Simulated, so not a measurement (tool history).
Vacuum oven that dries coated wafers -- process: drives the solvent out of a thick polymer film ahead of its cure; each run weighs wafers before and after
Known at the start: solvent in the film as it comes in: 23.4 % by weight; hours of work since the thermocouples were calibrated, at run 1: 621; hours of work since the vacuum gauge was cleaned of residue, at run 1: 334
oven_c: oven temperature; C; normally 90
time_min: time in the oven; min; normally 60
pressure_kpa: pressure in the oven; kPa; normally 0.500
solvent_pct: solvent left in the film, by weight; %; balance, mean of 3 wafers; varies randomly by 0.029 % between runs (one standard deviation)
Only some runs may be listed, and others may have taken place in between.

| run | day | oven_c | time_min | pressure_kpa | hours of work since the thermocouples were calibrated | hours of work since the vacuum gauge was cleaned of residue | solvent_pct |
|---|---|---|---|---|---|---|---|
| 1 | 0.000 | 90 | 60 | 0.500 | 621 | 334 | 1.60 |
| 2 | 1.125 | 90 | 60 | 0.500 | 635 | 349 | 1.54 |
| 3 | 2.579 | 90 | 60 | 0.500 | 655 | 368 | 1.52 |
| 4 | 3.783 | 90 | 60 | 0.500 | 671 | 384 | 1.54 |
| 5 | 4.967 | 90 | 60 | 0.500 | 686 | 399 | 1.57 |
| 6 | 6.279 | 90 | 60 | 0.500 | 704 | 417 | 1.55 |
| 7 | 7.054 | 90 | 101 | 0.500 | 714 | 427 | 0.85 |
| 8 | 8.379 | 90 | 101 | 0.500 | 731 | 444 | 0.92 |
| 9 | 9.092 | 90 | 101 | 0.500 | 741 | 454 | 0.90 |
| 10 | 10.075 | 90 | 101 | 0.500 | 754 | 467 | 0.84 |
| 11 | 10.746 | 90 | 101 | 0.500 | 763 | 476 | 0.90 |
| 12 | 11.679 | 90 | 101 | 0.500 | 775 | 488 | 0.87 |
| 13 | 12.917 | 90 | 101 | 0.500 | 791 | 504 | 0.88 |
| 14 | 13.946 | 92 | 101 | 0.500 | 805 | 518 | 0.88 |
| 15 | 14.783 | 90 | 60 | 0.500 | 816 | 529 | 1.47 |
| 16 | 16.142 | 90 | 60 | 0.626 | 834 | 547 | 1.71 |
| 17 | 16.829 | 90 | 60 | 0.626 | 843 | 556 | 1.76 |
| 18 | 18.212 | 90 | 60 | 0.626 | 861 | 574 | 1.71 |
| 19 | 18.942 | 90 | 60 | 0.626 | 871 | 584 | 1.65 |
| 20 | 19.879 | 90 | 60 | 0.626 | 883 | 596 | 1.65 |
| 21 | 20.854 | 90 | 60 | 0.626 | 896 | 609 | 1.70 |
| 22 | 21.758 | 90 | 60 | 0.626 | 908 | 621 | 1.65 |
| 23 | 22.533 | 90 | 60 | 0.500 | 918 | 631 | 1.51 |
| 24 | 23.742 | 90 | 60 | 0.348 | 934 | 647 | 1.35 |
| 25 | 24.917 | 96 | 75 | 0.825 | 950 | 663 | 1.06 |
| 26 | 26.271 | 104 | 54 | 0.486 | 968 | 681 | 0.52 |
| 27 | 27.071 | 80 | 34 | 0.396 | 978 | 691 | 8.51 |
| 28 | 28.162 | 82 | 71 | 0.278 | 993 | 706 | 2.85 |
| 29 | 29.212 | 85 | 71 | 0.278 | 1006 | 719 | 1.96 |
| 30 | 30.154 | 88 | 102 | 0.506 | 1019 | 732 | 1.04 |
| 31 | 30.833 | 90 | 84 | 0.500 | 1028 | 741 | 1.06 |
| 32 | 31.912 | 77 | 46 | 0.403 | 1042 | 755 | 8.01 |
| 33 | 33.338 | 98 | 60 | 0.380 | 1061 | 774 | 0.63 |
| 34 | 34.300 | 103 | 64 | 0.279 | 1074 | 787 | 0.40 |
| 35 | 35.250 | 76 | 83 | 0.817 | 1086 | 799 | 5.53 |
| 36 | 36.296 | 79 | 91 | 0.817 | 1100 | 813 | 3.75 |
| 37 | 37.150 | 89 | 42 | 1.191 | 1111 | 824 | 3.78 |
| 38 | 38.092 | 91 | 45 | 0.378 | 1124 | 837 | 1.91 |
| 39 | 38.800 | 90 | 60 | 0.917 | 1133 | 846 | 2.03 |
| 40 | 39.512 | 90 | 60 | 0.917 | 1142 | 855 | 2.09 |
| 41 | 40.571 | 90 | 76 | 0.917 | 1156 | 869 | 1.70 |
| 42 | 41.942 | 84 | 60 | 0.493 | 1174 | 887 | 3.09 |
| 43 | 43.250 | 85 | 60 | 1.561 | 1192 | 905 | 4.22 |
| 44 | 44.604 | 85 | 32 | 1.204 | 1210 | 923 | 6.95 |
| 45 | 45.267 | 85 | 31 | 1.868 | 1218 | 931 | 7.89 |
| 46 | 46.483 | 88 | 85 | 1.382 | 1234 | 947 | 2.50 |

Below are 5 alternative next runs, each starting from the tool's condition after run 46. Predict each:
| A | 47.333 | 90 | 60 | 0.394 | 1246 | 959 | ? |
| B | 47.333 | 84 | 106 | 0.835 | 1246 | 959 | ? |
| C | 47.333 | 82 | 85 | 1.382 | 1246 | 959 | ? |
| D | 47.333 | 88 | 85 | 1.952 | 1246 | 959 | ? |
| E | 47.333 | 83 | 60 | 0.500 | 1246 | 959 | ? |

| run | solvent_pct |
|---|---|
| A | 1.46 |
| B | 1.99 |
| C | 3.80 |
| D | 3.20 |
| E | 3.49 |
With no hidden state in the tool, these same runs would have given:
| run | solvent_pct |
|---|---|
| A | 1.76 |
| B | 2.16 |
| C | 4.48 |
| D | 3.47 |
| E | 4.42 |
